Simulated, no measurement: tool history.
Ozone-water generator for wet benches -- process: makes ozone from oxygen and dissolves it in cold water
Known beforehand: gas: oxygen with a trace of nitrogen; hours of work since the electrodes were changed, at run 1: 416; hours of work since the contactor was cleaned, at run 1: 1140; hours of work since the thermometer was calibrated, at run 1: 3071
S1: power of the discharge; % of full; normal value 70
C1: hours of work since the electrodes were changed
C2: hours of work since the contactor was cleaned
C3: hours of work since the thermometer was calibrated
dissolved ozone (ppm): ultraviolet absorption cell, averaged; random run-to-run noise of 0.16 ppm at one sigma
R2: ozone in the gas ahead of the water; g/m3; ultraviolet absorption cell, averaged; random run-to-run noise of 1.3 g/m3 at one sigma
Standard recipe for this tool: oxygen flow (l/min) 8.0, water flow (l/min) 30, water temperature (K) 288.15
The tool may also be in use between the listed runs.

Run 1, hour 0.0: usual settings; C1 416; C2 1140; C3 3071. Result: dissolved ozone (ppm) 21.8, R2 248.4 g/m3.
Run 2, hour 27.2: usual settings but water flow (l/min) 29; C1 437; C2 1162; C3 3093. Result: dissolved ozone (ppm) 22.7, R2 246.0 g/m3.
Run 3, hour 44.0: usual settings but water flow (l/min) 29; C1 451; C2 1175; C3 3106. Result: dissolved ozone (ppm) 22.2, R2 246.2 g/m3.
Run 4, hour 70.6: usual settings but water flow (l/min) 29; C1 472; C2 1196; C3 3127. Result: dissolved ozone (ppm) 22.3, R2 246.7 g/m3.
Run 5, hour 85.8: usual settings but water temperature (K) 290.15; C1 484; C2 1208; C3 3139. Result: dissolved ozone (ppm) 20.9, R2 246.7 g/m3.
Run 6, hour 117.5: usual settings but water temperature (K) 290.15; C1 509; C2 1233; C3 3164. Result: dissolved ozone (ppm) 21.1, R2 249.0 g/m3.
Run 7, hour 140.7: usual settings but water temperature (K) 290.15; C1 527; C2 1252; C3 3182. Result: dissolved ozone (ppm) 21.3, R2 246.4 g/m3.
Run 8, hour 168.8: usual settings but oxygen flow (l/min) 4.2; C1 550; C2 1274; C3 3205. Result: dissolved ozone (ppm) 21.2, R2 361.5 g/m3.
Run 9, hour 190.9: usual settings but oxygen flow (l/min) 4.2; C1 567; C2 1291; C3 3222. Result: dissolved ozone (ppm) 21.1, R2 362.2 g/m3.
Run 10, hour 210.3: usual settings but S1 47 % of full, water flow (l/min) 18, water temperature (K) 290.15; C1 582; C2 1307; C3 3238. Result: dissolved ozone (ppm) 23.5, R2 185.0 g/m3.
Run 11, hour 227.0: usual settings but S1 93 % of full, water flow (l/min) 25, water temperature (K) 290.15; C1 596; C2 1320; C3 3251. Result: dissolved ozone (ppm) 30.3, R2 305.3 g/m3.

What will run 12 give?
Run 12, hour 257.1: usual settings but water flow (l/min) 40; C1 620; C2 1344; C3 3275. Result: dissolved ozone (ppm) ?, R2 ?.

Run 12 came out at dissolved ozone (ppm) 16.6, R2 247.9 g/m3.
The same run, on a tool lacking any hidden state, would have yielded dissolved ozone (ppm) 16.6, R2 247.9 g/m3.

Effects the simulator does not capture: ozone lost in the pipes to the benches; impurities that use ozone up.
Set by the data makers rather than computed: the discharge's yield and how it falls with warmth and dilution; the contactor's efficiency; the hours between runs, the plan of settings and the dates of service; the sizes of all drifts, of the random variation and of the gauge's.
